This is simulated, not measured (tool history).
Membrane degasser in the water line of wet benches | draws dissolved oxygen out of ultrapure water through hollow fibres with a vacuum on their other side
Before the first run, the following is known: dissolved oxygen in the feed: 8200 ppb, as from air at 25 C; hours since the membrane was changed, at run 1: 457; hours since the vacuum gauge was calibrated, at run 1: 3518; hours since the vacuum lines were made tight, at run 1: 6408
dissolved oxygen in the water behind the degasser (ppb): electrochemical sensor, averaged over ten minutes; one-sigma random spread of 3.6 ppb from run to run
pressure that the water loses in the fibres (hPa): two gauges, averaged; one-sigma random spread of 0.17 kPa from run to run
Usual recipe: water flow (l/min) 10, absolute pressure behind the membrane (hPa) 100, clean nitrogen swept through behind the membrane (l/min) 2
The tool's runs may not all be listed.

run	hour	water flow (l/min)	absolute pressure behind the membrane (hPa)	clean nitrogen swept through behind the membrane (l/min)	hours since the membrane was changed	hours since the vacuum gauge was calibrated	hours since the vacuum lines were made tight	dissolved oxygen in the water behind the degasser (ppb)	pressure that the water loses in the fibres (hPa)
1	0	10	100	2	457	3518	6408	360.9	262.7
2	27.9	10	100	2	484	3545	6436	369.8	259.6
3	77.8	10	100	2	534	3595	6486	358.8	262
4	103.5	10	100	2	560	3621	6512	364.3	263.3
5	153.7	10	68	2	610	3671	6562	328.8	261.6
6	187.4	10	68	2	644	3705	6596	328.7	261.1
7	236.5	9	100	2	693	3754	6645	307.7	235.9
8	277.7	9	100	2	734	3795	6686	302.5	236.1
9	306.1	10	79	2	763	3824	6715	341	262.4
# hour 312.2: vacuum gauge calibrated
10	366.3	10	100	2	822	54	6774	366.6	262.3
11	409.9	10	100	4.33	866	98	6818	323.7	258.8
12	458.2	10	100	4.33	914	146	6866	315.5	260.8
13	498.8	7	99	0.95	955	187	6907	250.3	184.4
14	555.9	7	99	0.95	1012	244	6964	250.6	183.5
15	609.9	10	158	2	1066	298	7018	427.8	262.9
16	650	9	158	2.51	1106	338	7058	336.4	235
17	686.9	12	100	4.35	1143	375	7095	437.8	314.9
18	736.8	7	100	2	1193	425	7145	187.5	183.5
19	793.6	7	100	2	1250	481	7202	194.8	182.3
20	836.2	15	75	5.17	1292	524	7244	609.3	392.9
21	886.2	8	100	1.51	1342	574	7294	264.8	211.5

What if the next run were any one of these 5? Each begins from the tool's condition after run 21:
A	936.4	13	100	2	1392	624	7344	?	?
B	936.4	8	100	1.15	1392	624	7344	?	?
C	936.4	16	131	2.52	1392	624	7344	?	?
D	936.4	8	183	2.72	1392	624	7344	?	?
E	936.4	10	100	1.11	1392	624	7344	?	?

run	dissolved oxygen in the water behind the degasser (ppb)	pressure that the water loses in the fibres (hPa)
A	549	337.8
B	293.5	208.4
C	759.8	418.3
D	288.3	209.2
E	416.2	260.6
What these runs would have given with no unlogged condition in the tool:
run	dissolved oxygen in the water behind the degasser (ppb)	pressure that the water loses in the fibres (hPa)
A	538.4	335.4
B	285.9	206.9
C	747	415.3
D	280.4	207.7
E	407.2	258.7
